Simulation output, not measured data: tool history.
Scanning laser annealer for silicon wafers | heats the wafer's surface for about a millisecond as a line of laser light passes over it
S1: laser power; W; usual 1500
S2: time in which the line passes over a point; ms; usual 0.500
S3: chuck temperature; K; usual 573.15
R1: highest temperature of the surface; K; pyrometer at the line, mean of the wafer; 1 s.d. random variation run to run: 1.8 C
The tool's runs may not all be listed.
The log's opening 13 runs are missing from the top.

| run | hour | S1 | S2 | S3 | R1 |
|---|---|---|---|---|---|
| 14 | 419.8 | 1500 | 0.500 | 580.15 | 1285.15 |
| 15 | 448.1 | 1500 | 0.500 | 580.15 | 1286.15 |
| 16 | 472.6 | 1500 | 0.500 | 573.15 | 1278.15 |
| 17 | 495.5 | 1361 | 0.500 | 573.15 | 1212.15 |
|  | 502.5 | laser's power meter calibrated |
| 18 | 532.2 | 1361 | 0.500 | 573.15 | 1209.15 |
| 19 | 572.8 | 1361 | 0.500 | 573.15 | 1206.15 |
| 20 | 609.5 | 1506 | 0.488 | 598.15 | 1296.15 |
| 21 | 631.5 | 1506 | 0.488 | 598.15 | 1296.15 |
|  | 670.5 | laser's power meter calibrated, once more |
| 22 | 676.0 | 1500 | 0.354 | 595.15 | 1181.15 |
| 23 | 714.6 | 1641 | 0.467 | 573.15 | 1310.15 |
| 24 | 744.7 | 1641 | 0.467 | 573.15 | 1310.15 |
| 25 | 784.8 | 1641 | 0.467 | 573.15 | 1312.15 |

What will run 26 give?
| 26 | 811.9 | 1513 | 0.605 | 573.15 | ? |

R1: 1337.15 K
With the hidden condition absent and the run-to-run variation left alone, this run would have shown R1 1369.15 K.

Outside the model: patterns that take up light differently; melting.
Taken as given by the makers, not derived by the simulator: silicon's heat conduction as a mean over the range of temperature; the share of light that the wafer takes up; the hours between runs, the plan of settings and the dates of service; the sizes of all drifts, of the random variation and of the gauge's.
